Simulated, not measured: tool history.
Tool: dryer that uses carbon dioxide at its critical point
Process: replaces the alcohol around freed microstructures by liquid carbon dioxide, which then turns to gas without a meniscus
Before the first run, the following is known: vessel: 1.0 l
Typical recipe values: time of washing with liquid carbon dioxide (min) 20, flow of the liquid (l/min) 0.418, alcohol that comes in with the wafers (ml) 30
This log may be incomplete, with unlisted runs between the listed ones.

run   hour  time of washing with liquid carbon dioxide (min)  flow of the liquid (l/min)  alcohol that comes in with the wafers (ml)  alcohol left in the vessel before it's heated (ppm by volume)
  1      0                                                20                       0.418                                          30                                                             51
  2    5.9                                                20                       0.418                                          30                                                             44
  3   14.5                                                20                       0.418                                          30                                                             57
  4   22.2                                                20                       0.418                                          30                                                             60
  5   27.3                                                20                       0.418                                          30                                                             56
  6   32.4                                                20                       0.418                                          30                                                             54
  7   37.8                                                20                       0.418                                          30                                                             59
  8   43.9                                                20                       0.418                                          30                                                             55
  9   49.8                                                20                       0.418                                          30                                                             58
 10   54.8                                                20                       0.418                                          30                                                             57
 11   62.4                                                14                       0.418                                          30                                                            183
 12   67.9                                                14                       0.418                                          30                                                            197
 13   73.1                                                20                       0.418                                          30                                                             68
 14     77                                                20                       0.418                                          30                                                             61
 15   83.2                                                20                       0.418                                          30                                                             62
 16   89.4                                                20                       0.548                                          30                                                             51
 17     98                                                20                       0.418                                          30                                                             74
 18  103.8                                                20                       0.418                                          30                                                             74
 19  110.6                                                20                       0.418                                          26                                                             61
 20  115.1                                                20                       0.418                                          26                                                             69
 21  118.9                                                20                       0.418                                          26                                                             61
 22  126.8                                                20                       0.418                                          26                                                             67
 23  134.5                                                20                       0.418                                          26                                                             59
 24  139.1                                                13                       0.418                                          30                                                            280
 25  143.1                                                13                       0.418                                          30                                                            283
 26  150.4                                                16                       0.427                                          61                                                            192
 27  155.2                                                16                       0.427                                          61                                                            193
 28  163.7                                                16                       0.427                                          61                                                            202
 29    169                                                16                       0.427                                          61                                                            210
 30  173.8                                                32                       0.369                                          21                                                             53
 31  180.5                                                25                       0.418                                          30                                                             71
 32  185.9                                                25                       0.418                                          30                                                             62
 33  194.8                                                25                       0.418                                          30                                                             63
     202.2  -- inlet filter changed
 34  202.3                                                25                       0.418                                          30                                                             69
 35  210.1                                                25                       0.374                                          27                                                             64
 36  219.1                                                17                       0.396                                          24                                                            107
 37  222.9                                                20                       0.451                                          41                                                             65
 38  231.3                                                32                       0.515                                          30                                                             69
 39  235.6                                                22                       0.418                                          30                                                             67
 40  242.6                                                16                       0.418                                          66                                                            188
 41  251.9                                                18                       0.296                                          64                                                            472
 42  256.7                                                18                       0.296                                          64                                                            480
 43  264.8                                                18                       0.296                                          64                                                            470
 44  270.1                                                25                       0.314                                          30                                                             83
 45  278.1                                                23                       0.418                                          36                                                             75
 46  284.1                                                23                       0.401                                          83                                                             78
 47  291.5                                                26                       0.418                                          32                                                             71

Forecast each of these 3 alternatives for the next run:
  A  300.1                                                20                       0.503                                          75                                                              ?
  B  300.1                                                26                       0.313                                          81                                                              ?
  C  300.1                                                18                       0.418                                          32                                                              ?

run  alcohol left in the vessel before it's heated (ppm by volume)
  A                                                             79
  B                                                            112
  C                                                             89
Without the tool's unlogged condition, the same runs would have read:
run  alcohol left in the vessel before it's heated (ppm by volume)
  A                                                             12
  B                                                             37
  C                                                             16

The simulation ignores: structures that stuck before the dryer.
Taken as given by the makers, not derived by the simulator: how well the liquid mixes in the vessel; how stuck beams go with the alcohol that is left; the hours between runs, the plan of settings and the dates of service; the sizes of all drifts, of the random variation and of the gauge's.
